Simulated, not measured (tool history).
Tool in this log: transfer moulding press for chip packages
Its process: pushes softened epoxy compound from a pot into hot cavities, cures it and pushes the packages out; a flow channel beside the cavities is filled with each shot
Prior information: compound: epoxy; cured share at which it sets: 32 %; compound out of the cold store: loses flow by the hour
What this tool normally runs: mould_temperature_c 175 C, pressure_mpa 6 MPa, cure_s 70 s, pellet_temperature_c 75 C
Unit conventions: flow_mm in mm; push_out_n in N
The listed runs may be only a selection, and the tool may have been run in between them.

run	hour	mould_temperature_c	pressure_mpa	cure_s	pellet_temperature_c	incoming compound's hours out of the cold store	flow_mm	push_out_n
1	0	175	6	70	75	43.5	814	544
2	8.1	175	6.68	70	75	19.3	974	611
3	16.9	175	6	104	75	21.9	907	501
# hour 19.3: cavities cleaned with cleaning compound and waxed
4	26.9	175	6	104	75	24.3	900	283
5	33.5	175	6	104	75	47.1	803	308
6	38.3	175	6	104	65	24	893	309
7	44.5	180	6	70	75	46.5	792	374
8	51.4	180	6	70	75	12.3	934	396
9	56.9	180	6	70	75	39.8	820	429
# hour 59.4: mould's thermocouples calibrated
10	68	180	6	70	83	28.3	848	443
11	73.6	180	6	70	84	13.6	910	485
12	79	180	6	70	84	22.9	876	476
13	87.1	175	6	62	75	15.5	932	824
14	96.2	175	6	70	75	31.4	851	613
15	100.4	175	6	55	75	22.2	918	1153
# hour 105.1: cavities cleaned with cleaning compound and waxed
# hour 107.5: mould's thermocouples calibrated, once more
16	110.9	175	6	55	75	29.6	859	572
17	119.9	176	6	75	75	18.3	908	358
18	127.8	175	6.34	54	75	29	899	818
19	134.5	175	5.53	70	74	17.6	879	483
20	141.1	183	4.93	92	83	21.5	796	380
# hour 150.8: plunger's sealing rings changed
21	152.1	179	4.93	81	83	15.3	886	400
22	159.7	175	6	61	83	20.7	954	722
23	167.1	175	6	54	75	28.3	913	1042
24	174.4	172	7.48	106	79	12.8	1129	473
25	178.4	181	7.48	106	79	19.7	1043	462
26	187.5	175	5.06	62	81	34	816	762
# hour 193.3: cavities cleaned with cleaning compound and waxed
27	195.6	177	6.21	57	75	44.3	858	437
28	201.9	172	5.13	70	66	10.2	953	494
29	209.2	179	7.27	70	75	45.9	902	352

Below are 3 alternative next runs, each starting from the tool's condition after run 29. Predict each:
A	215.5	175	6.68	70	81	34.5	?	?
B	215.5	179	7.27	70	83	19.2	?	?
C	215.5	179	7.27	78	70	38.2	?	?

run	flow_mm	push_out_n
A	946	430
B	1033	372
C	941	363
Without the tool's hidden state the same runs would have given:
run	flow_mm	push_out_n
A	956	296
B	1044	255
C	951	252
